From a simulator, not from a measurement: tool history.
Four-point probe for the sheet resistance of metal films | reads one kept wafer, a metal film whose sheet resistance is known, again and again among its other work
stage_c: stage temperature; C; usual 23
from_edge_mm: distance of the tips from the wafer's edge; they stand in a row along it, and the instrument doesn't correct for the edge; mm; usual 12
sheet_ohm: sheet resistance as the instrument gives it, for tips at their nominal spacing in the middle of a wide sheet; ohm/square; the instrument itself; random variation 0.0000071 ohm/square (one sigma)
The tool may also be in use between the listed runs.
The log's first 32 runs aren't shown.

run	day	stage_c	from_edge_mm	sheet_ohm
33	38.200	33	8	0.035320
34	39.954	33	3	0.035762
35	40.800	33	3	0.035777
36	42.179	33	3	0.035774
37	43.829	23	55	0.035261
38	44.829	23	5	0.035456
39	46.446	23	5	0.035447
40	47.271	27	25	0.035239
41	48.258	20	8	0.035327
42	49.204	34	11	0.035265
43	50.112	27	27	0.035223
44	51.108	27	5	0.035426
45	52.838	21	11	0.035283

4 ways to go on from here, each from the tool as it stands after run 45. What would each give?
A	54.575	23	11	?
B	54.575	19	10	?
C	54.575	23	28	?
D	54.575	21	67	?

run	sheet_ohm
A	0.035287
B	0.035310
C	0.035243
D	0.035237
Without the tool's hidden state the same runs would have given:
run	sheet_ohm
A	0.035753
B	0.035777
C	0.035708
D	0.035702
